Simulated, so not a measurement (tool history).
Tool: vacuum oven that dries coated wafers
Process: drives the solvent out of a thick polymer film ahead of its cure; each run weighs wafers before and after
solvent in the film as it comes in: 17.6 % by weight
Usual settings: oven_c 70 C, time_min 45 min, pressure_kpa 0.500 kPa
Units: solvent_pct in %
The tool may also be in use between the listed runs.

run   hour  oven_c  time_min  pressure_kpa  solvent_pct
  1    0.0      70        45         0.500         1.31
  2   31.1      70        45         0.500         1.46
  3   51.3      70        45         0.500         1.45
  4   79.1      70        45         0.500         1.50
  5  127.9      70        45         0.500         1.49
  6  162.5      70        26         0.500         3.76
  7  187.5      70        45         0.338         1.45
  8  213.2      70        45         0.338         1.49
  9  236.1      70        45         0.338         1.50
 10  282.2      55        45         0.338         6.99
 11  326.3      63        45         0.500         3.68
 12  356.0      74        40         0.632         1.07
 13  397.7      63        55         1.233         3.08
 14  423.5      63        55         1.233         3.12
 15  461.7      69        45         1.762         2.27
 16  510.9      63        56         1.806         3.14
 17  542.0      85        56         1.806         0.34
 18  586.9      85        50         0.365         0.12
 19  634.1      74        45         0.500         0.81
 20  659.8      73        24         0.637         3.44
 21  684.3      73        45         0.500         1.08
 22  708.2      85        45         0.686         0.18

Measured less the same run without the tool's hidden state. The same run-to-run variation is in both; the gauge's scatter may not be:
The hidden state here: true wafer temperature over the reading, C; true pressure over the reading, kPa; drift of the gauge itself on solvent_pct, %.
run  solvent_pct
  1        -0.02
  2        -0.02
  3        +0.00
  4        +0.01
  5        +0.02
  6        +0.00
  7        +0.05
  8        +0.05
  9        +0.07
 10        +0.11
 11        +0.11
 12        +0.09
 13        +0.15
 14        +0.17
 15        +0.15
 16        +0.21
 17        +0.06
 18        +0.07
 19        +0.15
 20        +0.24
 21        +0.18
 22        +0.07

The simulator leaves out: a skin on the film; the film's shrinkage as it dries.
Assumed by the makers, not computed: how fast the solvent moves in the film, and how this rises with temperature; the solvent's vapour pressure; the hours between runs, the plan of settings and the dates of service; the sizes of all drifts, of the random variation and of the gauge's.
